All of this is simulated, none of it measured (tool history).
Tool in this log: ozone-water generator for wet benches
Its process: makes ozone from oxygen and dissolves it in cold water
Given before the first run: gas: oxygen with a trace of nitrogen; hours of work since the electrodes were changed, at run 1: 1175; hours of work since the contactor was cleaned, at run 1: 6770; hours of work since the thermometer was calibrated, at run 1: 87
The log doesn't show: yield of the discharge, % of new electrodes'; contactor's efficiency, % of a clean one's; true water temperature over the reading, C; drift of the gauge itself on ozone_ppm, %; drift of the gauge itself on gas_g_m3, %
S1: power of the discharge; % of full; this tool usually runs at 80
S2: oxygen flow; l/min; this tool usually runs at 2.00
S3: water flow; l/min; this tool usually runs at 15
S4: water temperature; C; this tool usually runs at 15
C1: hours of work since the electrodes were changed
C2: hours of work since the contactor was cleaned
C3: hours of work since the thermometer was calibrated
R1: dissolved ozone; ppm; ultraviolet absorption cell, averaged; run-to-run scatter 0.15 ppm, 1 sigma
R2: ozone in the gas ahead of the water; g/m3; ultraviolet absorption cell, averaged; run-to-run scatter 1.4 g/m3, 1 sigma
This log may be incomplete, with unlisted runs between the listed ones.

{"run": 1, "hour": 0.0, "S1": 80, "S2": 2.0, "S3": 15, "S4": 15, "C1": 1175, "C2": 6770, "C3": 87, "R1": 19.2, "R2": 270.8}
{"run": 2, "hour": 24.7, "S1": 80, "S2": 2.0, "S3": 15, "S4": 15, "C1": 1191, "C2": 6787, "C3": 103, "R1": 19.5, "R2": 269.4}
{"run": 3, "hour": 51.3, "S1": 80, "S2": 2.0, "S3": 16, "S4": 15, "C1": 1208, "C2": 6804, "C3": 120, "R1": 18.0, "R2": 269.4}
{"run": 4, "hour": 84.7, "S1": 80, "S2": 1.23, "S3": 15, "S4": 15, "C1": 1230, "C2": 6826, "C3": 142, "R1": 15.7, "R2": 318.3}
{"run": 5, "hour": 123.4, "S1": 80, "S2": 2.0, "S3": 15, "S4": 15, "C1": 1255, "C2": 6851, "C3": 167, "R1": 19.3, "R2": 267.4}
{"run": 6, "hour": 177.3, "S1": 43, "S2": 2.0, "S3": 15, "S4": 15, "C1": 1291, "C2": 6887, "C3": 203, "R1": 12.7, "R2": 174.7}
{"run": 7, "hour": 220.2, "S1": 80, "S2": 1.65, "S3": 15, "S4": 15, "C1": 1319, "C2": 6915, "C3": 231, "R1": 17.8, "R2": 286.3}
{"run": 8, "hour": 246.0, "S1": 80, "S2": 1.65, "S3": 15, "S4": 15, "C1": 1336, "C2": 6932, "C3": 248, "R1": 17.8, "R2": 287.8}
{"run": 9, "hour": 282.6, "S1": 80, "S2": 1.65, "S3": 15, "S4": 15, "C1": 1360, "C2": 6955, "C3": 272, "R1": 17.9, "R2": 285.5}
{"run": 10, "hour": 323.6, "S1": 80, "S2": 3.55, "S3": 15, "S4": 15, "C1": 1387, "C2": 6982, "C3": 299, "R1": 23.0, "R2": 219.5}
{"run": 11, "hour": 364.3, "S1": 80, "S2": 3.55, "S3": 15, "S4": 15, "C1": 1413, "C2": 7009, "C3": 325, "R1": 23.5, "R2": 219.5}
{"run": 12, "hour": 417.1, "S1": 80, "S2": 3.55, "S3": 15, "S4": 15, "C1": 1448, "C2": 7044, "C3": 360, "R1": 23.3, "R2": 219.8}
{"run": 13, "hour": 463.7, "S1": 42, "S2": 2.0, "S3": 15, "S4": 15, "C1": 1478, "C2": 7074, "C3": 390, "R1": 12.1, "R2": 171.9}
{"run": 14, "hour": 489.5, "S1": 68, "S2": 2.0, "S3": 15, "S4": 15, "C1": 1495, "C2": 7091, "C3": 407, "R1": 17.3, "R2": 238.5}
{"run": 15, "hour": 517.0, "S1": 97, "S2": 2.0, "S3": 15, "S4": 15, "C1": 1513, "C2": 7109, "C3": 425, "R1": 22.0, "R2": 303.4}
{"run": 16, "hour": 568.0, "S1": 97, "S2": 2.0, "S3": 15, "S4": 15, "C1": 1547, "C2": 7142, "C3": 459, "R1": 22.3, "R2": 303.7}
{"run": 17, "hour": 596.7, "S1": 97, "S2": 2.0, "S3": 15, "S4": 15, "C1": 1566, "C2": 7161, "C3": 477, "R1": 21.8, "R2": 304.7}
{"run": 18, "hour": 631.4, "S1": 57, "S2": 2.0, "S3": 10, "S4": 21, "C1": 1588, "C2": 7184, "C3": 500, "R1": 21.1, "R2": 212.1}
{"run": 19, "hour": 680.9, "S1": 57, "S2": 2.0, "S3": 10, "S4": 21, "C1": 1621, "C2": 7216, "C3": 533, "R1": 21.3, "R2": 208.9}
{"run": 20, "hour": 725.9, "S1": 94, "S2": 1.12, "S3": 10, "S4": 10, "C1": 1650, "C2": 7246, "C3": 562, "R1": 27.3, "R2": 361.2}
{"run": 21, "hour": 773.5, "S1": 94, "S2": 1.12, "S3": 10, "S4": 10, "C1": 1681, "C2": 7277, "C3": 593, "R1": 27.4, "R2": 363.2}
{"run": 22, "hour": 807.4, "S1": 80, "S2": 1.95, "S3": 15, "S4": 15, "C1": 1704, "C2": 7299, "C3": 615, "R1": 19.4, "R2": 268.5}
{"run": 23, "hour": 860.6, "S1": 80, "S2": 1.95, "S3": 18, "S4": 18, "C1": 1738, "C2": 7334, "C3": 650, "R1": 15.6, "R2": 268.4}
{"run": 24, "hour": 915.1, "S1": 48, "S2": 1.88, "S3": 19, "S4": 16, "C1": 1774, "C2": 7370, "C3": 686, "R1": 10.1, "R2": 191.7}
{"run": 25, "hour": 966.3, "S1": 80, "S2": 1.28, "S3": 15, "S4": 15, "C1": 1808, "C2": 7403, "C3": 720, "R1": 16.0, "R2": 308.6}
{"run": 26, "hour": 1006.9, "S1": 43, "S2": 2.0, "S3": 21, "S4": 15, "C1": 1834, "C2": 7430, "C3": 746, "R1": 8.8, "R2": 172.3}
{"run": 27, "hour": 1033.0, "S1": 43, "S2": 2.0, "S3": 21, "S4": 15, "C1": 1851, "C2": 7447, "C3": 763, "R1": 8.8, "R2": 171.3}
{"run": 28, "hour": 1080.6, "S1": 43, "S2": 2.0, "S3": 21, "S4": 15, "C1": 1883, "C2": 7478, "C3": 795, "R1": 8.6, "R2": 171.4}
{"run": 29, "hour": 1122.5, "S1": 43, "S2": 2.0, "S3": 21, "S4": 15, "C1": 1910, "C2": 7506, "C3": 822, "R1": 8.8, "R2": 173.1}
{"run": 30, "hour": 1146.2, "S1": 43, "S2": 2.0, "S3": 21, "S4": 15, "C1": 1926, "C2": 7521, "C3": 838, "R1": 8.7, "R2": 170.6}
{"run": 31, "hour": 1182.6, "S1": 80, "S2": 2.0, "S3": 13, "S4": 17, "C1": 1949, "C2": 7545, "C3": 861, "R1": 21.9, "R2": 264.9}
{"run": 32, "hour": 1207.0, "S1": 80, "S2": 2.0, "S3": 13, "S4": 17, "C1": 1965, "C2": 7561, "C3": 877, "R1": 21.8, "R2": 263.8}
{"run": 33, "hour": 1254.3, "S1": 80, "S2": 2.0, "S3": 13, "S4": 17, "C1": 1996, "C2": 7592, "C3": 908, "R1": 21.8, "R2": 264.9}
{"run": 34, "hour": 1307.4, "S1": 51, "S2": 2.0, "S3": 13, "S4": 17, "C1": 2031, "C2": 7627, "C3": 943, "R1": 16.1, "R2": 192.8}

Each row is a separate what-if for the run after 34, all from the same tool condition, not one after another. Results?
{"run": "A", "hour": 1358.0, "S1": 51, "S2": 2.86, "S3": 13, "S4": 17, "C1": 2064, "C2": 7660, "C3": 976, "R1": "?", "R2": "?"}
{"run": "B", "hour": 1358.0, "S1": 61, "S2": 2.44, "S3": 15, "S4": 11, "C1": 2064, "C2": 7660, "C3": 976, "R1": "?", "R2": "?"}
{"run": "C", "hour": 1358.0, "S1": 80, "S2": 3.49, "S3": 22, "S4": 15, "C1": 2064, "C2": 7660, "C3": 976, "R1": "?", "R2": "?"}

run=A R1=17.8 R2=169.3
run=B R1=18.1 R2=203.5
run=C R1=15.8 R2=215.0
Without the tool's unlogged condition, the same runs would have read:
run=A R1=17.9 R2=174.0
run=B R1=18.1 R2=209.1
run=C R1=15.8 R2=221.0
